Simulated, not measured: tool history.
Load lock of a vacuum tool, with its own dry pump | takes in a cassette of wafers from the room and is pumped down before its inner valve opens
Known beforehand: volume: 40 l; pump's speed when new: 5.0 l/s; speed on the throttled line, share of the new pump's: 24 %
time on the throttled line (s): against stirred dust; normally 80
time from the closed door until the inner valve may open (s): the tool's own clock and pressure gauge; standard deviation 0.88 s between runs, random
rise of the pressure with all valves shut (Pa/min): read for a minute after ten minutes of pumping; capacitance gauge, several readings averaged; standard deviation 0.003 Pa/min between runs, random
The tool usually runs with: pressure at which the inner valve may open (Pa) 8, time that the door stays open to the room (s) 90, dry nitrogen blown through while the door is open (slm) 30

run	hour	time on the throttled line (s)	pressure at which the inner valve may open (Pa)	time that the door stays open to the room (s)	dry nitrogen blown through while the door is open (slm)	incoming humidity of the room's air, %	time from the closed door until the inner valve may open (s)	rise of the pressure with all valves shut (Pa/min)
1	0	80	8	90	30	42	139.6	0.065
2	79.7	80	8	90	30	46.6	139.1	0.075
3	130.1	80	8	90	30	48.3	140.6	0.076
4	201.5	80	8	90	30	42.8	141.4	0.072
5	260.2	80	8	90	30	46.5	139.6	0.077
6	308.7	80	8	90	30	47.3	139.3	0.076
7	400.5	80	10	90	30	39.6	139.1	0.078
8	497.9	80	8	90	30	44.2	139.8	0.079
9	545.9	80	8	90	30	48	139.5	0.087
10	595.4	80	8	90	30	44.8	139.9	0.09
11	658	158	8	90	30	43.1	197.9	0.084
12	738.2	70	8	90	30	47.2	133.6	0.093
13	821.8	80	8	90	30	45.2	140.7	0.095
14	880.5	80	8	37	30	40.8	141	0.072
15	924	80	8	37	30	43.5	139.4	0.073
16	975.3	97	8	37	30	46.4	153.5	0.082
17	1015.9	97	8	37	30	42.4	153.4	0.075
18	1098.7	97	8	37	30	47.3	153.4	0.083
19	1150.2	88	8	90	30	42.9	147.4	0.101
20	1245.7	46	9	175	13	47.3	113.4	0.16
21	1304.1	117	8	90	30	44.5	169.5	0.113
22	1403.1	117	8	90	30	43.4	169.6	0.113
23	1459.7	117	8	64	30	44.8	169.9	0.103
24	1543.7	75	8	90	30	45	137.2	0.12
25	1599.3	80	8	38	23	39.4	142.2	0.106
26	1648.2	73	8	90	30	46	135.5	0.122
27	1696.7	76	14	90	25	46	134.1	0.129
28	1740.2	80	8	209	30	45.6	140.4	0.155
29	1800.4	80	8	209	30	40.7	140.4	0.153
30	1878.6	80	8	205	30	42.5	141.2	0.165
31	1961.9	80	8	205	30	45.1	141.4	0.158
32	2038.4	80	11	184	30	43.2	139.9	0.155
33	2103.8	48	8	90	30	47.2	117.5	0.142
34	2162.3	159	8	90	22	42.9	200.9	0.153
35	2216.3	53	7	38	30	44.4	122.4	0.128
36	2290.9	53	7	38	30	42.1	122.6	0.13

Below are 5 alternative next runs, each starting from the tool's condition after run 36. Predict each:
A	2371	104	12	38	30	47.2	?	?
B	2371	53	7	38	8	43.9	?	?
C	2371	81	15	28	30	41.5	?	?
D	2371	64	7	41	11	46.5	?	?
E	2371	53	7	38	4	44.6	?	?

run	time from the closed door until the inner valve may open (s)	rise of the pressure with all valves shut (Pa/min)
A	156.7	0.139
B	123.7	0.148
C	136.7	0.131
D	130.6	0.152
E	122.3	0.156
Without the tool's hidden state the same runs would have given:
run	time from the closed door until the inner valve may open (s)	rise of the pressure with all valves shut (Pa/min)
A	154.1	0.03
B	119.9	0.042
C	133.7	0.021
D	127	0.042
E	118.6	0.049
